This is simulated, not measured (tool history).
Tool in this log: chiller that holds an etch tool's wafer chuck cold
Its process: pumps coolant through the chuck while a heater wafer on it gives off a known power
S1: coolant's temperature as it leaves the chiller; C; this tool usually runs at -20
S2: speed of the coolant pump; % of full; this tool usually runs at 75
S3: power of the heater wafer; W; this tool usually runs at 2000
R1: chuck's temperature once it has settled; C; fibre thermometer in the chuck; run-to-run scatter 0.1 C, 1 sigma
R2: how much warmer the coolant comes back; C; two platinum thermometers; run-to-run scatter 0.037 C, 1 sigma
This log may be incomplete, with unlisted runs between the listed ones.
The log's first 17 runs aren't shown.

{"run": 18, "day": 27.383, "S1": -12, "S2": 68, "S3": 2909, "R1": 14, "R2": 11.77}
{"run": 19, "day": 29.408, "S1": -12, "S2": 68, "S3": 2909, "R1": 14, "R2": 11.83}
{"run": 20, "day": 31.412, "S1": -17, "S2": 85, "S3": 1463, "R1": -5.6, "R2": 4.71}
{"run": 21, "day": 32.692, "S1": -20, "S2": 65, "S3": 2398, "R1": 2, "R2": 10.1}
{"run": 22, "day": 33.671, "S1": -11, "S2": 65, "S3": 2398, "R1": 11.1, "R2": 9.99}
{"run": 23, "day": 35.946, "S1": -11, "S2": 65, "S3": 2398, "R1": 10.9, "R2": 10.04}
{"run": 24, "day": 37.029, "S1": -20, "S2": 90, "S3": 2147, "R1": -3.7, "R2": 6.42}
{"run": 25, "day": 38.117, "S1": -20, "S2": 75, "S3": 2614, "R1": 1.9, "R2": 9.49}
{"run": 26, "day": 39.996, "S1": -20, "S2": 75, "S3": 2955, "R1": 4.8, "R2": 10.64}
{"run": 27, "day": 41.417, "S1": -20, "S2": 75, "S3": 2955, "R1": 5, "R2": 10.72}
{"run": 28, "day": 42.45, "S1": -20, "S2": 75, "S3": 2955, "R1": 4.8, "R2": 10.72}
{"run": 29, "day": 44.592, "S1": -20, "S2": 91, "S3": 2606, "R1": -0.5, "R2": 7.57}
{"run": 30, "day": 45.721, "S1": -20, "S2": 91, "S3": 2606, "R1": -0.5, "R2": 7.65}
{"run": 31, "day": 47.833, "S1": -10, "S2": 75, "S3": 1088, "R1": -1, "R2": 3.58}
{"run": 32, "day": 49.838, "S1": -29, "S2": 95, "S3": 1463, "R1": -18.4, "R2": 3.88}

Below are 3 alternative next runs, each starting from the tool's condition after run 32. Predict each:
{"run": "A", "day": 51.704, "S1": -23, "S2": 75, "S3": 2000, "R1": "?", "R2": "?"}
{"run": "B", "day": 51.704, "S1": -20, "S2": 67, "S3": 2000, "R1": "?", "R2": "?"}
{"run": "C", "day": 51.704, "S1": -15, "S2": 77, "S3": 1836, "R1": "?", "R2": "?"}

run=A R1=-6 R2=6.94
run=B R1=-2 R2=7.79
run=C R1=0.1 R2=6.17
Had the tool no hidden state, the same runs would have come out as:
run=A R1=-6 R2=7.47
run=B R1=-2 R2=8.31
run=C R1=0 R2=6.7
